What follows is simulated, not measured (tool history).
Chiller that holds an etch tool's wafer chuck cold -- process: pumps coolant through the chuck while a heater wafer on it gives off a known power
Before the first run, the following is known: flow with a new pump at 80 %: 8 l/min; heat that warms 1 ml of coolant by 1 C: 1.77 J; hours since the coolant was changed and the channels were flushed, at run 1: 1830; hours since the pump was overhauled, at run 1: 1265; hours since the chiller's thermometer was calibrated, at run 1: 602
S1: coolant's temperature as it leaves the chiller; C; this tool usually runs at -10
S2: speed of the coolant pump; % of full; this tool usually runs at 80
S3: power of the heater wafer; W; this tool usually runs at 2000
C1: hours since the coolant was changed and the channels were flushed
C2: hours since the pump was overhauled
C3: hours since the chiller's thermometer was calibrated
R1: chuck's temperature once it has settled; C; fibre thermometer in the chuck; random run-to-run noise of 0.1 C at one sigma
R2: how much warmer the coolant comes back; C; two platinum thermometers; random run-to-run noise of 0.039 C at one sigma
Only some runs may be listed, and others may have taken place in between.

Run 1, hour 0.0: usual settings; C1 1830; C2 1265; C3 602. Result: R1 12.0 C, R2 8.87 C.
Run 2, hour 45.7: usual settings; C1 1875; C2 1311; C3 648. Result: R1 12.3 C, R2 8.89 C.
Run 3, hour 90.7: usual settings; C1 1921; C2 1356; C3 693. Result: R1 12.1 C, R2 8.91 C.
Run 4, hour 115.9: usual settings; C1 1946; C2 1381; C3 718. Result: R1 12.2 C, R2 8.93 C.
Run 5, hour 138.3: usual settings; C1 1968; C2 1404; C3 740. Result: R1 12.2 C, R2 8.96 C.
Run 6, hour 187.3: usual settings but S3 1799 W; C1 2017; C2 1453; C3 789. Result: R1 10.1 C, R2 8.08 C.
Run 7, hour 228.4: usual settings but S3 1799 W; C1 2058; C2 1494; C3 830. Result: R1 10.0 C, R2 8.08 C.
Run 8, hour 253.7: usual settings; C1 2083; C2 1519; C3 856. Result: R1 12.5 C, R2 9.03 C.
Run 9, hour 298.4: usual settings but S1 -7 C; C1 2128; C2 1564; C3 900. Result: R1 15.4 C, R2 9.01 C.
Run 10, hour 332.8: usual settings but S1 -7 C; C1 2163; C2 1598; C3 935. Result: R1 15.5 C, R2 8.97 C.
Run 11, hour 364.4: usual settings but S1 -7 C; C1 2194; C2 1630; C3 966. Result: R1 15.7 C, R2 9.02 C.
Run 12, hour 388.5: usual settings but S2 63 % of full; C1 2218; C2 1654; C3 990. Result: R1 15.9 C, R2 11.43 C.
Run 13, hour 415.9: usual settings but S2 63 % of full; C1 2246; C2 1681; C3 1018. Result: R1 16.1 C, R2 11.51 C.
At hour 423.8: coolant pump overhauled.
Run 14, hour 462.7: usual settings but S2 63 % of full; C1 2288; C2 39; C3 1060. Result: R1 16.6 C, R2 11.71 C.
Run 15, hour 514.9: usual settings but S2 63 % of full, S3 2942 W; C1 2340; C2 91; C3 1112. Result: R1 29.1 C, R2 17.26 C.
Run 16, hour 567.3: usual settings but S1 -11 C; C1 2392; C2 144; C3 1164. Result: R1 12.1 C, R2 9.25 C.
Run 17, hour 611.6: usual settings but S1 -8 C, S2 66 % of full; C1 2436; C2 188; C3 1209. Result: R1 17.7 C, R2 11.36 C.
Run 18, hour 658.2: usual settings but S1 -11 C; C1 2483; C2 234; C3 1255. Result: R1 12.1 C, R2 9.28 C.
At hour 682.8: coolant pump overhauled, once more.
Run 19, hour 695.4: usual settings but S3 1179 W; C1 2515; C2 13; C3 1287. Result: R1 2.8 C, R2 4.99 C.
Run 20, hour 726.4: usual settings but S2 88 % of full, S3 1983 W; C1 2546; C2 44; C3 1318. Result: R1 10.6 C, R2 7.61 C.
Run 21, hour 771.6: usual settings but S1 -5 C, S2 65 % of full, S3 1003 W; C1 2591; C2 89; C3 1364. Result: R1 7.5 C, R2 5.20 C.
Run 22, hour 797.5: usual settings but S2 73 % of full, S3 2701 W; C1 2617; C2 115; C3 1389. Result: R1 21.3 C, R2 12.57 C.
Run 23, hour 825.4: usual settings but S1 -5 C; C1 2645; C2 143; C3 1417. Result: R1 17.0 C, R2 8.43 C.
Run 24, hour 877.5: usual settings but S1 -5 C; C1 2697; C2 195; C3 1470. Result: R1 17.2 C, R2 8.53 C.
Run 25, hour 901.9: usual settings but S1 -5 C, S2 63 % of full; C1 2722; C2 219; C3 1494. Result: R1 20.6 C, R2 10.89 C.
Run 26, hour 940.5: usual settings but S1 -5 C, S2 63 % of full; C1 2760; C2 258; C3 1532. Result: R1 20.5 C, R2 10.88 C.
Run 27, hour 993.2: usual settings but S1 -1 C, S2 65 % of full, S3 1377 W; C1 2813; C2 310; C3 1585. Result: R1 16.3 C, R2 7.22 C.
Run 28, hour 1037.8: usual settings but S1 0 C, S2 65 % of full, S3 2564 W; C1 2858; C2 355; C3 1630. Result: R1 32.3 C, R2 13.57 C.
Run 29, hour 1068.6: usual settings but S1 0 C, S2 65 % of full, S3 2564 W; C1 2888; C2 386; C3 1661. Result: R1 32.2 C, R2 13.50 C.
Run 30, hour 1110.8: usual settings but S1 0 C, S2 64 % of full, S3 2274 W; C1 2931; C2 428; C3 1703. Result: R1 28.9 C, R2 12.16 C.
Run 31, hour 1145.0: usual settings but S1 0 C, S2 64 % of full, S3 2274 W; C1 2965; C2 462; C3 1737. Result: R1 29.2 C, R2 12.13 C.
Run 32, hour 1193.9: usual settings but S2 76 % of full, S3 1387 W; C1 3014; C2 511; C3 1786. Result: R1 5.9 C, R2 6.24 C.

Each row is a separate what-if for the run after 32, all from the same tool condition, not one after another. Results?
Run A, hour 1235.0: usual settings but S1 -19 C, S2 70 % of full, S3 1344 W; C1 3055; C2 552; C3 1827. Result: R1 ?, R2 ?.
Run B, hour 1235.0: usual settings but S2 72 % of full, S3 1387 W; C1 3055; C2 552; C3 1827. Result: R1 ?, R2 ?.
Run C, hour 1235.0: usual settings but S1 -8 C, S2 67 % of full, S3 2232 W; C1 3055; C2 552; C3 1827. Result: R1 ?, R2 ?.

run    R1     R2
  A  -2.8   6.63
  B   6.4   6.62
  C  19.8  11.53
Without the tool's unlogged condition, the same runs would have read:
run    R1     R2
  A  -4.2   6.54
  B   5.0   6.53
  C  17.3  11.37

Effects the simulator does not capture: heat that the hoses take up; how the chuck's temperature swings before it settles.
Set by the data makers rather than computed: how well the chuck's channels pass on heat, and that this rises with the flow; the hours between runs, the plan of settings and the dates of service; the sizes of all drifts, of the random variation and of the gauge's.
